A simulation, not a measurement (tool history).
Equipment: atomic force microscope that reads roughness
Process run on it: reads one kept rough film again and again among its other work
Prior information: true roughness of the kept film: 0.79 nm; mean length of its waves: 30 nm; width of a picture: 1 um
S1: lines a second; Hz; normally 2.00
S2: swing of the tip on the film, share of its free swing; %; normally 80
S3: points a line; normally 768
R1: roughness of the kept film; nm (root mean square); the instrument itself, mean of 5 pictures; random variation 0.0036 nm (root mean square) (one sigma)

run   hour    S1  S2   S3     R1
  1    0.0  2.00  80  768  0.693
  2   10.9  2.00  80  768  0.696
      16.2  -- new tip fitted
  3   18.5  2.00  80  768  0.734
  4   32.3  2.00  80  768  0.731
  5   43.1  2.00  80  768  0.725
  6   50.3  2.00  80  768  0.720
  7   60.6  1.52  80  768  0.741
  8   71.7  1.52  80  768  0.731
  9   81.4  1.52  80  768  0.732
 10   95.5  1.52  80  768  0.722
 11  102.1  2.00  80  378  0.706
 12  112.4  1.08  80  768  0.737
 13  126.6  1.08  80  768  0.726
 14  140.1  1.08  80  768  0.725
 15  152.6  1.08  80  768  0.727
 16  165.4  1.08  80  768  0.719

The next listed run, before its measurement:
 17  174.1  1.08  80  768   ?

{"run 17": {"R1": 0.721}}
Take away the tool's hidden state, keep the run-to-run variation as it was, and the same run would have given R1 0.752 nm (root mean square).
